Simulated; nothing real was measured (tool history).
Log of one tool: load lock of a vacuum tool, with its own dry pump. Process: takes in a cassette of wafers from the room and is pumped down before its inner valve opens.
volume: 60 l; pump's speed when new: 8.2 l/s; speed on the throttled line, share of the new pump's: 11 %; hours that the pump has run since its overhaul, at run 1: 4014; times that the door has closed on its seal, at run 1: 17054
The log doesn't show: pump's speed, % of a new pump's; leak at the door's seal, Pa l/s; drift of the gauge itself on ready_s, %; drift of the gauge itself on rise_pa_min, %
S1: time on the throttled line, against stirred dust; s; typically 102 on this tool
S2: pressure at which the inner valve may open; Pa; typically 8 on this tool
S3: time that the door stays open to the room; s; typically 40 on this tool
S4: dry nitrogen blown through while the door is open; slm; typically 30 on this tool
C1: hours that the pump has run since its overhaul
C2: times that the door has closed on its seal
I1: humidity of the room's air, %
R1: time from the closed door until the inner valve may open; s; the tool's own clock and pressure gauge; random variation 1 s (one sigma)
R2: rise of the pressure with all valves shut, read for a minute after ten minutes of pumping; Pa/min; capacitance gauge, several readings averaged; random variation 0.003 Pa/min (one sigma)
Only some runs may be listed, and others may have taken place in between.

{"run": 1, "hour": 0.0, "S1": 102, "S2": 8, "S3": 40, "S4": 30, "C1": 4014, "C2": 17054, "I1": 49.5, "R1": 163.1, "R2": 0.218}
{"run": 2, "hour": 105.1, "S1": 102, "S2": 8, "S3": 40, "S4": 30, "C1": 4119, "C2": 17294, "I1": 47.6, "R1": 162.9, "R2": 0.217}
{"run": 3, "hour": 268.5, "S1": 102, "S2": 8, "S3": 40, "S4": 30, "C1": 4282, "C2": 17667, "I1": 42.2, "R1": 163.1, "R2": 0.229}
{"run": 4, "hour": 434.1, "S1": 102, "S2": 12, "S3": 40, "S4": 30, "C1": 4448, "C2": 18045, "I1": 41.7, "R1": 161.2, "R2": 0.232}
{"run": 5, "hour": 558.1, "S1": 102, "S2": 12, "S3": 40, "S4": 30, "C1": 4572, "C2": 18327, "I1": 45.6, "R1": 161.9, "R2": 0.244}
{"run": 6, "hour": 698.6, "S1": 102, "S2": 12, "S3": 40, "S4": 30, "C1": 4712, "C2": 18648, "I1": 41.7, "R1": 161.7, "R2": 0.241}
{"run": 7, "hour": 872.0, "S1": 102, "S2": 8, "S3": 40, "S4": 30, "C1": 4886, "C2": 19043, "I1": 46.6, "R1": 164.5, "R2": 0.249}
{"run": 8, "hour": 999.5, "S1": 102, "S2": 8, "S3": 40, "S4": 30, "C1": 5013, "C2": 19334, "I1": 44.9, "R1": 164.8, "R2": 0.26}
{"run": 9, "hour": 1108.6, "S1": 102, "S2": 8, "S3": 40, "S4": 30, "C1": 5122, "C2": 19583, "I1": 45.5, "R1": 166.1, "R2": 0.262}
{"run": 10, "hour": 1200.3, "S1": 102, "S2": 8, "S3": 40, "S4": 16, "C1": 5214, "C2": 19792, "I1": 41.3, "R1": 165.4, "R2": 0.268}
{"run": 11, "hour": 1287.2, "S1": 102, "S2": 8, "S3": 40, "S4": 16, "C1": 5301, "C2": 19990, "I1": 40.2, "R1": 165.0, "R2": 0.277}
{"run": 12, "hour": 1374.5, "S1": 102, "S2": 7, "S3": 40, "S4": 33, "C1": 5388, "C2": 20190, "I1": 41.9, "R1": 167.7, "R2": 0.271}
{"run": 13, "hour": 1491.2, "S1": 102, "S2": 12, "S3": 168, "S4": 33, "C1": 5505, "C2": 20456, "I1": 43.9, "R1": 163.6, "R2": 0.296}
{"run": 14, "hour": 1610.2, "S1": 102, "S2": 12, "S3": 168, "S4": 33, "C1": 5624, "C2": 20727, "I1": 48.2, "R1": 163.5, "R2": 0.305}
{"run": 15, "hour": 1759.3, "S1": 102, "S2": 12, "S3": 168, "S4": 33, "C1": 5773, "C2": 21067, "I1": 46.1, "R1": 160.5, "R2": 0.304}
{"run": 16, "hour": 1929.4, "S1": 102, "S2": 12, "S3": 168, "S4": 33, "C1": 5943, "C2": 21455, "I1": 44.8, "R1": 163.5, "R2": 0.309}
{"run": 17, "hour": 2001.4, "S1": 102, "S2": 8, "S3": 94, "S4": 30, "C1": 6015, "C2": 21619, "I1": 47.0, "R1": 166.1, "R2": 0.304}
{"run": 18, "hour": 2087.1, "S1": 102, "S2": 12, "S3": 94, "S4": 30, "C1": 6101, "C2": 21815, "I1": 45.5, "R1": 162.4, "R2": 0.313}
{"run": 19, "hour": 2197.8, "S1": 202, "S2": 8, "S3": 40, "S4": 30, "C1": 6212, "C2": 22067, "I1": 42.8, "R1": 252.7, "R2": 0.312}
{"run": 20, "hour": 2336.1, "S1": 109, "S2": 8, "S3": 40, "S4": 30, "C1": 6350, "C2": 22383, "I1": 44.8, "R1": 173.7, "R2": 0.311}
{"run": 21, "hour": 2451.3, "S1": 109, "S2": 8, "S3": 93, "S4": 5, "C1": 6465, "C2": 22646, "I1": 44.1, "R1": 173.6, "R2": 0.367}

Below are 4 alternative next runs, each starting from the tool's condition after run 21. Predict each:
{"run": "A", "hour": 2530.9, "S1": 102, "S2": 8, "S3": 111, "S4": 30, "C1": 6545, "C2": 22827, "I1": 45.8, "R1": "?", "R2": "?"}
{"run": "B", "hour": 2530.9, "S1": 126, "S2": 8, "S3": 93, "S4": 5, "C1": 6545, "C2": 22827, "I1": 45.6, "R1": "?", "R2": "?"}
{"run": "C", "hour": 2530.9, "S1": 53, "S2": 6, "S3": 93, "S4": 5, "C1": 6545, "C2": 22827, "I1": 44.0, "R1": "?", "R2": "?"}
{"run": "D", "hour": 2530.9, "S1": 70, "S2": 11, "S3": 40, "S4": 5, "C1": 6545, "C2": 22827, "I1": 42.3, "R1": "?", "R2": "?"}

run=A R1=167.1 R2=0.337
run=B R1=188.6 R2=0.376
run=C R1=126.7 R2=0.370
run=D R1=135.6 R2=0.341
Had the tool no hidden state, the same runs would have come out as:
run=A R1=160.7 R2=0.023
run=B R1=182.4 R2=0.062
run=C R1=119.7 R2=0.057
run=D R1=129.1 R2=0.029
